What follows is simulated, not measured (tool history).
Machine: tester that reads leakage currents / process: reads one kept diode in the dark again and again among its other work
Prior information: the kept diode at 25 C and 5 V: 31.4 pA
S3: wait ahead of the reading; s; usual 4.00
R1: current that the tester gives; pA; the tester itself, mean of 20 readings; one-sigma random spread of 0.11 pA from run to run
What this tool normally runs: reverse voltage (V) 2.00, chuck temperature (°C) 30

run 1 day=0.000 | reverse_voltage_(V)=2.00 chuck_temperature_(°C)=30 S3=4.00 | R1=35.09
run 2 day=1.629 | reverse_voltage_(V)=1.23 chuck_temperature_(°C)=30 S3=4.00 | R1=27.72
run 3 day=3.817 | reverse_voltage_(V)=12.28 chuck_temperature_(°C)=30 S3=4.00 | R1=88.30
run 4 day=6.096 | reverse_voltage_(V)=12.28 chuck_temperature_(°C)=30 S3=4.00 | R1=89.45
run 5 day=9.279 | reverse_voltage_(V)=2.00 chuck_temperature_(°C)=33 S3=4.00 | R1=46.14
run 6 day=11.783 | reverse_voltage_(V)=2.00 chuck_temperature_(°C)=30 S3=4.00 | R1=35.63
run 7 day=13.771 | reverse_voltage_(V)=2.00 chuck_temperature_(°C)=30 S3=4.00 | R1=35.65
run 8 day=16.312 | reverse_voltage_(V)=2.00 chuck_temperature_(°C)=30 S3=4.00 | R1=35.67
run 9 day=18.579 | reverse_voltage_(V)=2.00 chuck_temperature_(°C)=30 S3=4.00 | R1=35.92
run 10 day=21.521 | reverse_voltage_(V)=2.00 chuck_temperature_(°C)=30 S3=4.00 | R1=35.97
run 11 day=23.558 | reverse_voltage_(V)=2.00 chuck_temperature_(°C)=33 S3=4.00 | R1=46.69
run 12 day=24.933 | reverse_voltage_(V)=2.00 chuck_temperature_(°C)=33 S3=4.00 | R1=46.80
run 13 day=26.333 | reverse_voltage_(V)=7.80 chuck_temperature_(°C)=30 S3=4.00 | R1=73.38
run 14 day=28.188 | reverse_voltage_(V)=7.80 chuck_temperature_(°C)=30 S3=4.00 | R1=73.61
run 15 day=30.946 | reverse_voltage_(V)=2.00 chuck_temperature_(°C)=30 S3=4.00 | R1=36.47
run 16 day=33.850 | reverse_voltage_(V)=2.00 chuck_temperature_(°C)=30 S3=4.00 | R1=36.69
run 17 day=35.296 | reverse_voltage_(V)=2.00 chuck_temperature_(°C)=30 S3=0.73 | R1=33.70
run 18 day=37.896 | reverse_voltage_(V)=2.00 chuck_temperature_(°C)=30 S3=0.73 | R1=34.31
run 19 day=40.517 | reverse_voltage_(V)=2.24 chuck_temperature_(°C)=30 S3=5.03 | R1=36.60
run 20 day=42.621 | reverse_voltage_(V)=2.00 chuck_temperature_(°C)=22 S3=2.35 | R1=17.95
run 21 day=43.975 | reverse_voltage_(V)=6.83 chuck_temperature_(°C)=20 S3=4.00 | R1=32.20
run 22 day=46.204 | reverse_voltage_(V)=2.00 chuck_temperature_(°C)=50 S3=4.00 | R1=171.36
run 23 day=48.246 | reverse_voltage_(V)=2.92 chuck_temperature_(°C)=24 S3=2.95 | R1=22.61
run 24 day=49.775 | reverse_voltage_(V)=2.92 chuck_temperature_(°C)=24 S3=2.95 | R1=22.59
run 25 day=52.046 | reverse_voltage_(V)=2.92 chuck_temperature_(°C)=24 S3=2.95 | R1=22.71
run 26 day=55.042 | reverse_voltage_(V)=3.08 chuck_temperature_(°C)=27 S3=5.14 | R1=30.49
run 27 day=57.433 | reverse_voltage_(V)=9.64 chuck_temperature_(°C)=42 S3=5.14 | R1=195.78
run 28 day=59.800 | reverse_voltage_(V)=2.20 chuck_temperature_(°C)=50 S3=5.14 | R1=181.96
run 29 day=62.671 | reverse_voltage_(V)=5.67 chuck_temperature_(°C)=48 S3=2.29 | R1=247.69
run 30 day=65.267 | reverse_voltage_(V)=5.67 chuck_temperature_(°C)=48 S3=2.29 | R1=248.06
run 31 day=66.604 | reverse_voltage_(V)=5.67 chuck_temperature_(°C)=48 S3=2.29 | R1=248.31
run 32 day=68.488 | reverse_voltage_(V)=3.45 chuck_temperature_(°C)=44 S3=1.57 | R1=141.14
run 33 day=70.321 | reverse_voltage_(V)=1.76 chuck_temperature_(°C)=35 S3=1.57 | R1=48.08

Put back what was entered between runs (3 entries, withheld): which listed runs does each sit between, and how does the hidden state differ from the listed run before to the listed run after?
Runs 16 to 17: chuck's temperature calibrated (day 35.058)
  stray current of the dirty probe card, pA a volt: 0.853 -> 0.87; true chuck temperature over the reading, C: 1.03 -> -0.06
  measured value less the no-hidden-state value, R1: +4.88 -> +1.66 pA
Runs 17 to 18: probe card cleaned and baked (day 35.725)
  stray current of the dirty probe card, pA a volt: 0.87 -> 1.223; current scale over the true one, %: 0.38 -> 0.39; true chuck temperature over the reading, C: -0.06 -> -0.04
  measured value less the no-hidden-state value, R1: +1.66 -> +2.41 pA
Runs 21 to 22: probe card cleaned and baked, once more (day 44.879)
  stray current of the dirty probe card, pA a volt: 1.306 -> 0.04; true chuck temperature over the reading, C: 0 -> 0.01
  measured value less the no-hidden-state value, R1: +8.95 -> +0.92 pA
